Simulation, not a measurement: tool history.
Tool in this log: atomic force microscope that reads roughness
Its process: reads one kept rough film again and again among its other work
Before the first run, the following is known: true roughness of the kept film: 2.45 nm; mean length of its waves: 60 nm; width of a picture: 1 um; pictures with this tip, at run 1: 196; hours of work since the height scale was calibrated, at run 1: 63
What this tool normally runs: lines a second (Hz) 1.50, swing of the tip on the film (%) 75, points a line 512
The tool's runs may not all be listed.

run   hour  lines a second (Hz)  swing of the tip on the film (%)  points a line  pictures with this tip  hours of work since the height scale was calibrated  roughness of the kept film (nm (root mean square))
  1    0.0                 1.50                                75            512                     196                                                   63                                               2.001
  2   10.4                 1.50                                75            512                     212                                                   68                                               1.971
  3   29.7                 1.50                                75            512                     242                                                   79                                               1.954
  4   47.2                 1.50                                75            512                     270                                                   88                                               1.940
      52.1  -- new tip fitted
  5   58.7                 1.73                                75            512                      10                                                   94                                               2.088
  6   76.2                 1.73                                83            419                      38                                                  104                                               1.943
  7   91.0                 1.73                                66            402                      61                                                  112                                               2.153
  8  106.7                 1.73                                66            402                      86                                                  120                                               2.116
  9  117.1                 1.73                                66            402                     103                                                  126                                               2.116
 10  133.5                 1.73                                66            402                     128                                                  135                                               2.099

4 options for the next run, each taken on its own from the tool as it stands now. Forecast them:
  A  146.6                 1.73                                57            402                     149                                                  142                                                   ?
  B  146.6                 0.73                                63            706                     149                                                  142                                                   ?
  C  146.6                 0.58                                73            804                     149                                                  142                                                   ?
  D  146.6                 1.57                                75            470                     149                                                  142                                                   ?

run  roughness of the kept film (nm (root mean square))
  A                                               2.150
  B                                               2.201
  C                                               2.174
  D                                               2.016
With no hidden state in the tool, these same runs would have given:
run  roughness of the kept film (nm (root mean square))
  A                                               2.277
  B                                               2.332
  C                                               2.302
  D                                               2.135
